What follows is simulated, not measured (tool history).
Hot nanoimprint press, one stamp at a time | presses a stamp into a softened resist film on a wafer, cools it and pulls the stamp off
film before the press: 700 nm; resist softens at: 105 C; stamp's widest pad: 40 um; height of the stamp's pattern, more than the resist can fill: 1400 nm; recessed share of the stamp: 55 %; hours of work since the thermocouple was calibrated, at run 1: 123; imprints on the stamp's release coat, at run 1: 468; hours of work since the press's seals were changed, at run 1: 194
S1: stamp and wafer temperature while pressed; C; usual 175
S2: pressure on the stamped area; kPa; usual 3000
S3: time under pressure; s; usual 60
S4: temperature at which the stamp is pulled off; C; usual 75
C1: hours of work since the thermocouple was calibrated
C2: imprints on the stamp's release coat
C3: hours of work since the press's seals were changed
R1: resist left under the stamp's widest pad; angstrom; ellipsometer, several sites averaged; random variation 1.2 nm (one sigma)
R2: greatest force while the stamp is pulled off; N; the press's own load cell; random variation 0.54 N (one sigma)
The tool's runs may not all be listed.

run   hour   S1    S2  S3  S4   C1   C2   C3    R1     R2
  1      0  175  3000  60  75  123  468  194  2827  179.3
  2   17.1  175  3000  60  75  132  501  202  2815  178.6
  3     32  175  4720  60  75  139  529  210  2301  178.7
  4   54.7  175  4720  60  75  150  571  221  2287  178.8
      67.3  -- stamp cleaned and given a new release coat
  5   82.8  175  4720  60  75  161   29  232  2292  177.6
  6   95.7  175  4720  60  75  168   53  238  2307  178.1
  7  110.6  175  4720  60  75  175   81  245  2302  178.4
  8  131.3  175  3000  60  72  185  120  256  2813    184
  9  144.1  175  2210  60  75  192  144  262  3212  177.9
 10  155.9  175  3000  67  75  198  166  268  2696    179
 11  167.8  175  3000  60  75  203  188  274  2822  177.3
 12  190.8  175  3000  60  75  215  231  285  2797    178
 13  212.1  175  3000  60  75  225  271  296  2805    178
 14  224.8  175  3000  60  75  232  295  302  2802  177.8
 15  245.2  175  3000  60  75  242  333  312  2825  176.9
 16  258.6  186  1980  86  68  248  359  319  2123  191.4
 17    271  175  2060  55  75  254  382  325  3440  177.3
 18  286.4  177  3550  60  75  262  411  332  2468  177.8
 19  306.8  171  3060  91  68  272  449  342  2666  191.4
 20  318.5  171  3060  91  68  278  471  348  2668  190.7
 21  339.8  177  3000  88  72  289  511  359  2264  183.6
 22  366.3  177  3000  88  72  302  561  372  2246  182.8
     385.8  -- stamp cleaned and given a new release coat
 23  387.5  175  3000  60  68  309    3  379  2806  190.3
 24  408.9  175  3000  60  68  320   43  390  2822  190.5
 25  433.1  183  3610  60  69  332   89  402  2036  188.9
 26  445.8  183  3610  97  77  338  113  408  1635  172.7
 27  460.4  183  3610  97  77  345  140  415  1649  173.1
 28  476.3  182  4670  68  67  353  170  423  1746  190.9
 29  502.5  182  4670  68  67  366  219  436  1747  191.6
 30    527  182  4670  68  67  378  265  448  1745  192.3

3 ways to go on from here, each from the tool as it stands after run 30. What would each give?
  A  542.9  182  4670  68  77  386  295  456   ?   ?
  B  542.9  175  2040  71  81  386  295  456   ?   ?
  C  542.9  182  2660  36  67  386  295  456   ?   ?

run    R1     R2
  A  1757    172
  B  3100  164.8
  C  3006  191.1
Without the tool's hidden state the same runs would have given:
run    R1     R2
  A  1761  174.3
  B  3107    167
  C  3013  193.6
